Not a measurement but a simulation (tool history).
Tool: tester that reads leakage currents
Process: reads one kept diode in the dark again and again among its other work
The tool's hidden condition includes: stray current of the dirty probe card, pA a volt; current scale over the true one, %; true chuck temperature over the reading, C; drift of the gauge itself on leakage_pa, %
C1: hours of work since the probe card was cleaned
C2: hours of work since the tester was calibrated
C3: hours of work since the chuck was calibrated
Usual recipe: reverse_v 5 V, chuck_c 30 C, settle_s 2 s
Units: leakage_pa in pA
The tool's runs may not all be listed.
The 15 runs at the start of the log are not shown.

{"run": 16, "hour": 428.5, "reverse_v": 5, "chuck_c": 30, "settle_s": 2, "C1": 1211, "C2": 379, "C3": 1251, "leakage_pa": 15.56}
{"run": 17, "hour": 455.8, "reverse_v": 5, "chuck_c": 30, "settle_s": 2, "C1": 1228, "C2": 396, "C3": 1268, "leakage_pa": 15.54}
{"run": 18, "hour": 490.1, "reverse_v": 5, "chuck_c": 30, "settle_s": 2, "C1": 1249, "C2": 417, "C3": 1289, "leakage_pa": 15.74}
{"run": 19, "hour": 506.5, "reverse_v": 5, "chuck_c": 30, "settle_s": 2, "C1": 1259, "C2": 427, "C3": 1299, "leakage_pa": 15.73}
{"run": 20, "hour": 538.2, "reverse_v": 5, "chuck_c": 30, "settle_s": 2, "C1": 1278, "C2": 446, "C3": 1318, "leakage_pa": 15.83}
{"run": 21, "hour": 558.7, "reverse_v": 5, "chuck_c": 23, "settle_s": 0.52, "C1": 1291, "C2": 459, "C3": 1331, "leakage_pa": 11.86}
{"hour": 562.7, "done": "chuck's temperature calibrated"}
{"run": 22, "hour": 595.3, "reverse_v": 5, "chuck_c": 58, "settle_s": 2, "C1": 1312, "C2": 480, "C3": 20, "leakage_pa": 117.64}
{"run": 23, "hour": 632.6, "reverse_v": 1.59, "chuck_c": 36, "settle_s": 2.32, "C1": 1335, "C2": 502, "C3": 43, "leakage_pa": 14.13}
{"hour": 656.6, "done": "chuck's temperature calibrated, once more"}
{"run": 24, "hour": 663.1, "reverse_v": 3.37, "chuck_c": 30, "settle_s": 0.6, "C1": 1352, "C2": 520, "C3": 4, "leakage_pa": 12.9}
{"run": 25, "hour": 688.3, "reverse_v": 15.43, "chuck_c": 49, "settle_s": 2, "C1": 1368, "C2": 535, "C3": 19, "leakage_pa": 91.85}
{"run": 26, "hour": 721.9, "reverse_v": 4.24, "chuck_c": 60, "settle_s": 3.11, "C1": 1388, "C2": 556, "C3": 40, "leakage_pa": 115.89}
{"run": 27, "hour": 759.0, "reverse_v": 1.64, "chuck_c": 24, "settle_s": 1.23, "C1": 1411, "C2": 579, "C3": 63, "leakage_pa": 5.68}
{"run": 28, "hour": 787.4, "reverse_v": 1.64, "chuck_c": 24, "settle_s": 1.23, "C1": 1428, "C2": 596, "C3": 80, "leakage_pa": 5.63}
{"run": 29, "hour": 818.8, "reverse_v": 4.31, "chuck_c": 59, "settle_s": 7.11, "C1": 1447, "C2": 615, "C3": 99, "leakage_pa": 108.42}
{"run": 30, "hour": 852.2, "reverse_v": 8.37, "chuck_c": 31, "settle_s": 8.61, "C1": 1468, "C2": 636, "C3": 120, "leakage_pa": 22.54}
{"run": 31, "hour": 883.4, "reverse_v": 14.94, "chuck_c": 30, "settle_s": 2, "C1": 1487, "C2": 655, "C3": 139, "leakage_pa": 32.79}
{"run": 32, "hour": 920.4, "reverse_v": 14.94, "chuck_c": 30, "settle_s": 5.39, "C1": 1510, "C2": 677, "C3": 161, "leakage_pa": 32.3}
{"run": 33, "hour": 951.6, "reverse_v": 5.35, "chuck_c": 30, "settle_s": 2, "C1": 1529, "C2": 696, "C3": 180, "leakage_pa": 16.81}
{"run": 34, "hour": 969.9, "reverse_v": 5, "chuck_c": 35, "settle_s": 2, "C1": 1540, "C2": 708, "C3": 192, "leakage_pa": 21.57}
{"run": 35, "hour": 989.2, "reverse_v": 2.37, "chuck_c": 30, "settle_s": 4.12, "C1": 1552, "C2": 719, "C3": 203, "leakage_pa": 10.52}
{"run": 36, "hour": 1017.2, "reverse_v": 1.24, "chuck_c": 23, "settle_s": 0.95, "C1": 1569, "C2": 736, "C3": 220, "leakage_pa": 4.88}
{"run": 37, "hour": 1045.1, "reverse_v": 10.71, "chuck_c": 43, "settle_s": 0.68, "C1": 1586, "C2": 753, "C3": 238, "leakage_pa": 55.98}
{"run": 38, "hour": 1061.5, "reverse_v": 2.39, "chuck_c": 43, "settle_s": 0.68, "C1": 1596, "C2": 764, "C3": 248, "leakage_pa": 27.07}
{"run": 39, "hour": 1090.5, "reverse_v": 12.14, "chuck_c": 49, "settle_s": 0.41, "C1": 1614, "C2": 781, "C3": 265, "leakage_pa": 89.4}

Alternative continuations, all from the tool just after run 39; predict every row:
{"run": "A", "hour": 1127.0, "reverse_v": 10.52, "chuck_c": 23, "settle_s": 0.41, "C1": 1636, "C2": 804, "C3": 288, "leakage_pa": "?"}
{"run": "B", "hour": 1127.0, "reverse_v": 2.56, "chuck_c": 30, "settle_s": 0.3, "C1": 1636, "C2": 804, "C3": 288, "leakage_pa": "?"}
{"run": "C", "hour": 1127.0, "reverse_v": 2.84, "chuck_c": 25, "settle_s": 0.52, "C1": 1636, "C2": 804, "C3": 288, "leakage_pa": "?"}
{"run": "D", "hour": 1127.0, "reverse_v": 5, "chuck_c": 51, "settle_s": 2, "C1": 1636, "C2": 804, "C3": 288, "leakage_pa": "?"}

run=A leakage_pa=23.98
run=B leakage_pa=12.25
run=C leakage_pa=9.47
run=D leakage_pa=66.17
Take away the tool's hidden state, keep each run's random variation, and the runs would have read:
run=A leakage_pa=10.71
run=B leakage_pa=8.82
run=C leakage_pa=5.78
run=D leakage_pa=58.14
